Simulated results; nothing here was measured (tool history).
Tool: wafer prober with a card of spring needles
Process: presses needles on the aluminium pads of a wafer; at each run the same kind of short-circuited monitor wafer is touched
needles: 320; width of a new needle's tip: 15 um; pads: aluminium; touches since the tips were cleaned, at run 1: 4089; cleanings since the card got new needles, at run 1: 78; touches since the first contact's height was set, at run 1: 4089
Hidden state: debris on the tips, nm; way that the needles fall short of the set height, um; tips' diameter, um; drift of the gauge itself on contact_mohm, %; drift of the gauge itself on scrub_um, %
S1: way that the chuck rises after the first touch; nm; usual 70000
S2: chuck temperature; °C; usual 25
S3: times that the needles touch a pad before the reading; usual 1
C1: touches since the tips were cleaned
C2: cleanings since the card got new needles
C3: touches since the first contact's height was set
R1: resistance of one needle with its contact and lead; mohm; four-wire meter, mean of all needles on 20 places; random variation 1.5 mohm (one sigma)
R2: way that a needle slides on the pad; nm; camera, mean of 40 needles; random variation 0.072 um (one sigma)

| run | hour | S1 | S2 | S3 | C1 | C2 | C3 | R1 | R2 |
|---|---|---|---|---|---|---|---|---|---|
| 1 | 0 | 70000 | 25 | 1 | 4089 | 78 | 4089 | 202 | 17530 |
|  | 7.6 | tips cleaned on abrasive film |
|  | 26.9 | tips cleaned on abrasive film |
| 2 | 38 | 70000 | 25 | 1 | 4347 | 80 | 18946 | 208 | 17590 |
|  | 44 | tips cleaned on abrasive film |
|  | 61.7 | tips cleaned on abrasive film |
| 3 | 71.7 | 70000 | 25 | 1 | 3926 | 82 | 32118 | 200 | 17560 |
|  | 80.5 | tips cleaned on abrasive film |
|  | 98.6 | tips cleaned on abrasive film |
| 4 | 112.4 | 70000 | 25 | 1 | 5400 | 84 | 48030 | 215 | 17580 |
|  | 115.9 | tips cleaned on abrasive film |
|  | 134.6 | tips cleaned on abrasive film |
|  | 151.7 | tips cleaned on abrasive film |
| 5 | 151.8 | 70000 | 25 | 1 | 60 | 87 | 63423 | 153 | 17430 |
|  | 169.3 | tips cleaned on abrasive film |
| 6 | 171 | 70000 | 25 | 1 | 664 | 88 | 70938 | 162 | 17410 |
|  | 188.5 | tips cleaned on abrasive film |
|  | 199.2 | tips cleaned on abrasive film, once more |
| 7 | 206.4 | 70000 | 25 | 1 | 2842 | 90 | 84758 | 193 | 17320 |
|  | 216.4 | tips cleaned on abrasive film |
|  | 235 | tips cleaned on abrasive film |
| 8 | 238.4 | 70000 | 25 | 1 | 1361 | 92 | 97278 | 178 | 17360 |
|  | 253.9 | tips cleaned on abrasive film |
| 9 | 270.4 | 70000 | 25 | 2 | 6478 | 93 | 109802 | 188 | 17410 |
|  | 272.4 | tips cleaned on abrasive film |
|  | 289.3 | tips cleaned on abrasive film |
|  | 307.1 | tips cleaned on abrasive film |
| 10 | 311.4 | 70000 | 47 | 3 | 1684 | 96 | 125795 | 161 | 17260 |
|  | 326 | tips cleaned on abrasive film |
|  | 344.5 | tips cleaned on abrasive film |
| 11 | 347.8 | 53000 | 25 | 3 | 1322 | 98 | 140056 | 170 | 12960 |
|  | 361.4 | tips cleaned on abrasive film |
| 12 | 374.4 | 79000 | 65 | 3 | 5102 | 99 | 150474 | 172 | 19570 |
|  | 380.4 | tips cleaned on abrasive film |
|  | 398.8 | tips cleaned on abrasive film |
| 13 | 401.7 | 53000 | 28 | 2 | 1134 | 101 | 161121 | 178 | 12870 |

Forecast run 14:
|  | 418.4 | tips cleaned on abrasive film |
|  | 436.1 | tips cleaned on abrasive film |
| 14 | 440.9 | 70000 | 52 | 1 | 1858 | 103 | 176432 | ? | ? |

{"run 14": {"R1": 183, "R2": 17110}}
Without the tool's hidden state the same run would have given R1 148 mohm, R2 17510 nm.
